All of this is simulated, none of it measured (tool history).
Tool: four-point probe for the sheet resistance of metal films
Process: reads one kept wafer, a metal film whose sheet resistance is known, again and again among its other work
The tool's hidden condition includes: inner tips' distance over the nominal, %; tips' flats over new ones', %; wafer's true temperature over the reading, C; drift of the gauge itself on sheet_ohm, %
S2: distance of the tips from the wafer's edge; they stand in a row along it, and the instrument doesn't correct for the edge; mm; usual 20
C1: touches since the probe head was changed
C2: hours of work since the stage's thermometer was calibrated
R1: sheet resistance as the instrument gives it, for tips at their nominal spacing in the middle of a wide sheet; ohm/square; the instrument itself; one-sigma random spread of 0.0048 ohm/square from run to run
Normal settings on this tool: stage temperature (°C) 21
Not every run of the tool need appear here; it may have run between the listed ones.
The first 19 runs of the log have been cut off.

{"run": 20, "hour": 643.7, "stage temperature (°C)": 28, "S2": 20, "C1": 17914, "C2": 667, "R1": 24.004204}
{"run": 21, "hour": 665.1, "stage temperature (°C)": 21, "S2": 20, "C1": 18193, "C2": 676, "R1": 23.923167}
{"run": 22, "hour": 696.7, "stage temperature (°C)": 21, "S2": 56, "C1": 18603, "C2": 690, "R1": 23.914034}
{"run": 23, "hour": 733.8, "stage temperature (°C)": 23, "S2": 52, "C1": 19085, "C2": 707, "R1": 23.935375}
{"run": 24, "hour": 771.2, "stage temperature (°C)": 23, "S2": 52, "C1": 19571, "C2": 723, "R1": 23.93118}
{"run": 25, "hour": 818.3, "stage temperature (°C)": 31, "S2": 52, "C1": 20183, "C2": 744, "R1": 24.031358}
{"run": 26, "hour": 850.7, "stage temperature (°C)": 19, "S2": 4, "C1": 20604, "C2": 758, "R1": 24.206167}
{"run": 27, "hour": 897.3, "stage temperature (°C)": 29, "S2": 4, "C1": 21210, "C2": 779, "R1": 24.329929}
{"run": 28, "hour": 937.2, "stage temperature (°C)": 29, "S2": 3, "C1": 21728, "C2": 797, "R1": 24.575775}
{"run": 29, "hour": 985.4, "stage temperature (°C)": 31, "S2": 3, "C1": 22354, "C2": 818, "R1": 24.584651}
{"run": 30, "hour": 1015.7, "stage temperature (°C)": 28, "S2": 6, "C1": 22747, "C2": 831, "R1": 24.137032}
{"run": 31, "hour": 1045.6, "stage temperature (°C)": 20, "S2": 10, "C1": 23136, "C2": 844, "R1": 23.958909}
{"run": 32, "hour": 1077.1, "stage temperature (°C)": 19, "S2": 3, "C1": 23545, "C2": 858, "R1": 24.45668}
{"run": 33, "hour": 1110.5, "stage temperature (°C)": 19, "S2": 3, "C1": 23978, "C2": 873, "R1": 24.453975}
{"run": 34, "hour": 1158.3, "stage temperature (°C)": 23, "S2": 8, "C1": 24600, "C2": 894, "R1": 24.012293}
{"run": 35, "hour": 1203.1, "stage temperature (°C)": 23, "S2": 23, "C1": 25181, "C2": 914, "R1": 23.956123}
{"run": 36, "hour": 1226.2, "stage temperature (°C)": 31, "S2": 35, "C1": 25482, "C2": 924, "R1": 24.0326}
{"run": 37, "hour": 1267.9, "stage temperature (°C)": 29, "S2": 18, "C1": 26023, "C2": 943, "R1": 24.015535}
{"run": 38, "hour": 1300.1, "stage temperature (°C)": 29, "S2": 18, "C1": 26442, "C2": 957, "R1": 24.02628}
{"run": 39, "hour": 1327.6, "stage temperature (°C)": 29, "S2": 18, "C1": 26800, "C2": 969, "R1": 24.011488}
{"run": 40, "hour": 1367.9, "stage temperature (°C)": 18, "S2": 30, "C1": 27323, "C2": 987, "R1": 23.885717}
{"run": 41, "hour": 1414.9, "stage temperature (°C)": 18, "S2": 30, "C1": 27933, "C2": 1008, "R1": 23.883158}
{"run": 42, "hour": 1462.3, "stage temperature (°C)": 21, "S2": 19, "C1": 28549, "C2": 1029, "R1": 23.938854}
{"run": 43, "hour": 1491.8, "stage temperature (°C)": 21, "S2": 19, "C1": 28932, "C2": 1042, "R1": 23.925547}
{"run": 44, "hour": 1512.3, "stage temperature (°C)": 28, "S2": 3, "C1": 29198, "C2": 1051, "R1": 24.556324}

What if the next run were any one of these 4? Each begins from the tool's condition after run 44:
{"run": "A", "hour": 1545.1, "stage temperature (°C)": 21, "S2": 10, "C1": 29624, "C2": 1065, "R1": "?"}
{"run": "B", "hour": 1545.1, "stage temperature (°C)": 21, "S2": 6, "C1": 29624, "C2": 1065, "R1": "?"}
{"run": "C", "hour": 1545.1, "stage temperature (°C)": 20, "S2": 3, "C1": 29624, "C2": 1065, "R1": "?"}
{"run": "D", "hour": 1545.1, "stage temperature (°C)": 18, "S2": 3, "C1": 29624, "C2": 1065, "R1": "?"}

run=A R1=23.978741
run=B R1=24.072409
run=C R1=24.463161
run=D R1=24.443967
The same runs, with their run-to-run variation unchanged, on a tool lacking any hidden condition would have given:
run=A R1=23.851165
run=B R1=23.944377
run=C R1=24.333316
run=D R1=24.314340

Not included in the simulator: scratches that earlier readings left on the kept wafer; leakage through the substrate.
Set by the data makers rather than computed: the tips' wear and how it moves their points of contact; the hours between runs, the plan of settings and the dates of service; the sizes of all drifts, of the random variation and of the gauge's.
